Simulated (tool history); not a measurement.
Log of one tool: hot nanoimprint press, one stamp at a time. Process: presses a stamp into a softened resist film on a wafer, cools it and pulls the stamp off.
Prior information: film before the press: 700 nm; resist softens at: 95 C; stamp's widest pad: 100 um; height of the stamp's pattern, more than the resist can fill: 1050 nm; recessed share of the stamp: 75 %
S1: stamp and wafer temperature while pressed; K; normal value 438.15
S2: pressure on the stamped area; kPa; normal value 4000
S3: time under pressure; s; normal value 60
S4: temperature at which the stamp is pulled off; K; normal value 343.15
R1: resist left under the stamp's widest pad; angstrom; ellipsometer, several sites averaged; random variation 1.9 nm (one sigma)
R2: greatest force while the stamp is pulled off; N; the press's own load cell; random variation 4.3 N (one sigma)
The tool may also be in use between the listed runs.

run   hour      S1    S2  S3      S4    R1   R2
  1      0  438.15  4000  60  343.15  3106  208
  2   10.3  438.15  4000  60  343.15  3082  216
  3   19.4  438.15  4000  60  343.15  3062  210
  4   28.9  438.15  4000  60  343.15  3073  210
  5   40.2  438.15  4000  60  343.15  3095  215
  6   49.9  438.15  4000  60  343.15  3095  215
  7   55.9  438.15  5280  90  346.15  2276  205
  8   65.1  438.15  4870  66  341.15  2693  222
  9   77.9  438.15  4870  66  341.15  2696  216
 10   87.2  426.15  4000  32  344.15  5289  206
 11   98.8  426.15  4000  32  344.15  5280  204
 12  107.9  426.15  4000  32  344.15  5348  207

4 ways to go on from here, each from the tool as it stands after run 12. What would each give?
  A  120.2  438.15  3930  60  343.15   ?   ?
  B  120.2  441.15  3670  49  343.15   ?   ?
  C  120.2  438.15  4500  59  332.15   ?   ?
  D  120.2  438.15  6180  60  338.15   ?   ?

run    R1   R2
  A  3137  221
  B  3101  211
  C  2974  237
  D  2557  220
The same runs, with their run-to-run variation unchanged, on a tool lacking any hidden condition would have given:
run    R1   R2
  A  3136  219
  B  3101  209
  C  2974  234
  D  2556  218
